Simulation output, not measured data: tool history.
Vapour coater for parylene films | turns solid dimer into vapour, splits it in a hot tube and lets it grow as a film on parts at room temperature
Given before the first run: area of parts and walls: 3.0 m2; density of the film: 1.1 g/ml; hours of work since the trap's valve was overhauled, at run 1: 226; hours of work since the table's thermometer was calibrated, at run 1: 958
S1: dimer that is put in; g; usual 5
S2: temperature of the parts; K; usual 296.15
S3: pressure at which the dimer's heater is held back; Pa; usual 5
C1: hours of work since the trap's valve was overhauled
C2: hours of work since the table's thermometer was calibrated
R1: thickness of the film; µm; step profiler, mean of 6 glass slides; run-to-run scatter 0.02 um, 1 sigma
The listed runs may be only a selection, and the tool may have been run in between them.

run 1 day=0 | S1=5 S2=296.15 S3=5 | C1=226 C2=958 | R1=0.85
run 2 day=0.504 | S1=8 S2=296.15 S3=5 | C1=237 C2=969 | R1=1.28
run 3 day=1.125 | S1=5 S2=296.15 S3=5 | C1=250 C2=982 | R1=0.81
run 4 day=1.917 | S1=5 S2=291.15 S3=5 | C1=267 C2=999 | R1=0.9
run 5 day=2.65 | S1=5 S2=296.15 S3=5 | C1=283 C2=1015 | R1=0.82
run 6 day=3.142 | S1=5 S2=296.15 S3=3.47 | C1=293 C2=1026 | R1=0.82
run 7 day=4.308 | S1=5 S2=296.15 S3=3.47 | C1=318 C2=1051 | R1=0.82
run 8 day=5.321 | S1=5 S2=296.15 S3=3.47 | C1=340 C2=1072 | R1=0.81
-- day=5.596 trap's valve overhauled
run 9 day=6.012 | S1=5 S2=296.15 S3=7.95 | C1=9 C2=1084 | R1=0.89
run 10 day=6.592 | S1=5 S2=299.15 S3=5 | C1=21 C2=1096 | R1=0.85
run 11 day=7.242 | S1=9 S2=293.15 S3=5 | C1=35 C2=1110 | R1=1.7
-- day=7.35 table's thermometer calibrated
run 12 day=8.442 | S1=4 S2=303.15 S3=4.57 | C1=60 C2=23 | R1=0.6
run 13 day=9.546 | S1=4 S2=303.15 S3=4.57 | C1=84 C2=47 | R1=0.62
run 14 day=10.342 | S1=3 S2=296.15 S3=5 | C1=101 C2=64 | R1=0.5
run 15 day=11.067 | S1=4 S2=296.15 S3=5 | C1=117 C2=80 | R1=0.68
run 16 day=12.242 | S1=4 S2=305.15 S3=11.04 | C1=142 C2=105 | R1=0.5
run 17 day=13 | S1=4 S2=305.15 S3=11.04 | C1=158 C2=121 | R1=0.56

Here are 5 independent what-if runs from the current tool condition. What would each one return?
run A day=13.65 | S1=5 S2=296.15 S3=2.3 | C1=172 C2=135 | R1=?
run B day=13.65 | S1=8 S2=296.15 S3=5 | C1=172 C2=135 | R1=?
run C day=13.65 | S1=4 S2=305.15 S3=3.03 | C1=172 C2=135 | R1=?
run D day=13.65 | S1=4 S2=305.15 S3=4.26 | C1=172 C2=135 | R1=?
run E day=13.65 | S1=2 S2=298.15 S3=3.3 | C1=172 C2=135 | R1=?

run=A R1=0.88
run=B R1=1.3
run=C R1=0.55
run=D R1=0.53
run=E R1=0.34
Take away the tool's hidden state, keep each run's random variation, and the runs would have read:
run=A R1=0.97
run=B R1=1.43
run=C R1=0.6
run=D R1=0.58
run=E R1=0.37
